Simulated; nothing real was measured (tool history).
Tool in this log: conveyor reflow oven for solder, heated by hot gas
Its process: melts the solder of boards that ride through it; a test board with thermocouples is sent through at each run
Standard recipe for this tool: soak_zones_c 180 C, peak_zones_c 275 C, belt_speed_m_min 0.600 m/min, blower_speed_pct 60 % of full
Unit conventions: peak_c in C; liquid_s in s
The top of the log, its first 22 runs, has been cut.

run    hour  soak_zones_c  peak_zones_c  belt_speed_m_min  blower_speed_pct  peak_c  liquid_s
 23  1338.3           195           269             0.675                80   256.1     56.52
     1396.6  -- flux residue cleaned out of gas plates and filters
 24  1399.6           195           269             0.675                80   256.8     57.21
 25  1464.6           195           269             0.678                54   249.8     51.72
 26  1524.2           180           286             0.662                54   260.8     53.78
 27  1560.3           180           277             0.662                69   258.1     52.84
     1620.1  -- flux residue cleaned out of gas plates and filters
 28  1620.9           180           277             0.662                69   259.4     54.02
 29  1689.6           180           277             0.662                59   255.6     51.53
     1733.8  -- thermocouples of zones 6 and 7 changed
 30  1770.6           180           277             0.662                59   256.4     52.02

Predict each of these 3 candidate next runs independently; none follows another, all start after run 30:
  A  1834.7           180           275             0.600                76       ?         ?
  B  1834.7           171           277             0.662                59       ?         ?
  C  1834.7           176           277             0.662                59       ?         ?

run  peak_c  liquid_s
  A   261.9     61.66
  B   254.3     47.64
  C   255.3     49.76
The same runs, with their run-to-run variation unchanged, on a tool lacking any hidden condition would have given:
run  peak_c  liquid_s
  A   262.9     61.00
  B   255.3     47.41
  C   256.3     49.44
